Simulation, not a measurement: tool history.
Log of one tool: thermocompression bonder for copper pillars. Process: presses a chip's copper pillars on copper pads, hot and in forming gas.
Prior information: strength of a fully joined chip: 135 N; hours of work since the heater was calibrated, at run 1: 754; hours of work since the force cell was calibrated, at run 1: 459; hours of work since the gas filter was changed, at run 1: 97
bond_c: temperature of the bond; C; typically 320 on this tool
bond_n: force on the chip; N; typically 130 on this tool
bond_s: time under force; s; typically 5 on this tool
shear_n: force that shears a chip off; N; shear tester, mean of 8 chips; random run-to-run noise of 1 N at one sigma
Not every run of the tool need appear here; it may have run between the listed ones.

run     day  bond_c  bond_n  bond_s  hours of work since the heater was calibrated  hours of work since the force cell was calibrated  hours of work since the gas filter was changed  shear_n
  1   0.000     320     130       5                                            754                                                459                                              97     87.3
  2   1.371     320     130       5                                            774                                                478                                             116     85.8
  3   3.250     320     130       5                                            800                                                504                                             142     87.3
  4   5.371     320     130       5                                            830                                                534                                             172     86.2
  5   6.742     320     130       5                                            849                                                553                                             191     86.4
  6   8.742     320     130       5                                            877                                                581                                             219     86.4
  7  10.546     320     130       5                                            902                                                607                                             245     88.1
     12.721  -- forming gas filter changed
  8  12.721     308      96       5                                            932                                                637                                               0     66.9
  9  14.825     308      96       5                                            962                                                666                                              30     68.7
 10  17.192     294     130       5                                            995                                                699                                              63     71.8
 11  18.983     347     134       8                                           1020                                                725                                              88    112.6
 12  20.838     347     134       8                                           1046                                                751                                             114    112.6
 13  21.938     320     167       6                                           1062                                                766                                             129    102.0

What if the next run were any one of these 4? Each begins from the tool's condition after run 13:
  A  23.642     309     136       8                                           1085                                                790                                             153        ?
  B  23.642     320     142       3                                           1085                                                790                                             153        ?
  C  23.642     320     130      14                                           1085                                                790                                             153        ?
  D  23.642     342     105      11                                           1085                                                790                                             153        ?

run  shear_n
  A     91.4
  B     76.9
  C    112.7
  D    107.9
Without the tool's unlogged condition, the same runs would have read:
run  shear_n
  A     91.9
  B     77.4
  C    113.2
  D    108.4
